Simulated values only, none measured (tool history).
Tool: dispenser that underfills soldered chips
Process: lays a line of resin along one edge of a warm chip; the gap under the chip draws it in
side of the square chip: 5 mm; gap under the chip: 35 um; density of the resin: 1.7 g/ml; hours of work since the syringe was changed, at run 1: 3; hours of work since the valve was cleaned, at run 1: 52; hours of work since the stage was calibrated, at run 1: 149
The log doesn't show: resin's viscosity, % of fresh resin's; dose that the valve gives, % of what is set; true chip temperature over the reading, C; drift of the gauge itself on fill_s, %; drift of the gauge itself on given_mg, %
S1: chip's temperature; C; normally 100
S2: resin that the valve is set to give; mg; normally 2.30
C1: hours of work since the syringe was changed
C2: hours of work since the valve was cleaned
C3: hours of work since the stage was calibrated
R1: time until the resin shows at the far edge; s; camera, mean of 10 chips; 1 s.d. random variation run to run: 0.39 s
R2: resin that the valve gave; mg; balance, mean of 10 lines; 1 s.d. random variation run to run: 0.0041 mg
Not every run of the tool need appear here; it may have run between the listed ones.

run    day   S1    S2  C1  C2   C3    R1     R2
  1  0.000  100  2.30   3  52  149  27.2  2.245
  2  0.250  100  2.30   6  55  153  32.0  2.247
     0.371  -- new syringe of resin
  3  0.596  100  2.30   3  60  158  28.4  2.229
  4  0.742  100  2.30   6  63  160  31.5  2.225
     0.846  -- dispensing valve cleaned and set on the balance
     0.933  -- new syringe of resin
  5  1.004  100  2.30   1   2  163  26.7  2.306
  6  1.192  100  2.72   4   5  166  29.3  2.728
  7  1.404  100  2.30   7   8  169  33.4  2.307
     1.462  -- new syringe of resin
  8  1.671   85  2.30   3  12  173  56.5  2.296
  9  1.829   85  2.30   6  14  175  62.0  2.294
     1.992  -- new syringe of resin
 10  2.050  114  2.30   1  17  178  14.5  2.287
 11  2.292  100  2.54   4  21  182  29.8  2.526
     2.525  -- new syringe of resin
 12  2.638   94  2.30   2  26  187  36.0  2.279
 13  2.942   94  2.30   6  31  191  42.3  2.274
     3.062  -- new syringe of resin
 14  3.162   94  2.30   1  34  194  36.1  2.279
 15  3.379   94  2.30   5  37  198  41.8  2.269
 16  3.546  100  2.30   7  39  200  34.8  2.267
     3.588  -- new syringe of resin
 17  3.742  100  2.30   2  42  203  27.9  2.267
 18  4.017  100  2.30   6  46  207  32.6  2.259
     4.108  -- new syringe of resin
 19  4.225   88  2.30   2  49  210  47.0  2.258
 20  4.483   98  2.82   6  53  214  34.5  2.774
     4.629  -- new syringe of resin
 21  4.750   98  2.82   2  57  218  30.4  2.755

The next listed run, before its measurement:
 22  4.938  99  2.71   5  60  220   ?   ?

Run 22 gave R1 31.7 s, R2 2.650 mg.
Were there no unlogged condition in the tool, this run, its random variation unchanged, would have produced R1 25.0 s, R2 2.711 mg.
